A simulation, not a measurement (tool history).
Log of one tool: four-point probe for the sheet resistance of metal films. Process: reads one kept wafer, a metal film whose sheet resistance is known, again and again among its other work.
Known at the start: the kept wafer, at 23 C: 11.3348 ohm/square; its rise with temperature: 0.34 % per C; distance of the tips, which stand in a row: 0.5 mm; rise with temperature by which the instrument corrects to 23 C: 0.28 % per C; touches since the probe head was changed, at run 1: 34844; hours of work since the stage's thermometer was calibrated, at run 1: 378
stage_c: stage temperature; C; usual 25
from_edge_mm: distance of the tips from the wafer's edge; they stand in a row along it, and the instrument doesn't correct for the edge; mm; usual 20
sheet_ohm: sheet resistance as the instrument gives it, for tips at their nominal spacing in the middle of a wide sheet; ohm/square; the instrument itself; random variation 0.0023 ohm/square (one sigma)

run	hour	stage_c	from_edge_mm	touches since the probe head was changed	hours of work since the stage's thermometer was calibrated	sheet_ohm
1	0	25	20	34844	378	11.395236
2	27.4	25	20	36187	398	11.395202
3	55.1	25	20	37542	418	11.392796
4	90.9	25	20	39292	443	11.396009
5	155.2	25	20	42436	489	11.401513
6	202.5	25	20	44750	523	11.397512
# hour 207.2: stage's thermometer calibrated
7	244	28	25	46757	26	11.421698
8	271.3	34	8	48095	46	11.489614

Run 9 comes next. What will it give?
9	310.9	25	5	50032	74	?

{"run 9": {"sheet_ohm": 11.466028}}
Without the tool's hidden state the same run would have given sheet_ohm 11.412476 ohm/square.

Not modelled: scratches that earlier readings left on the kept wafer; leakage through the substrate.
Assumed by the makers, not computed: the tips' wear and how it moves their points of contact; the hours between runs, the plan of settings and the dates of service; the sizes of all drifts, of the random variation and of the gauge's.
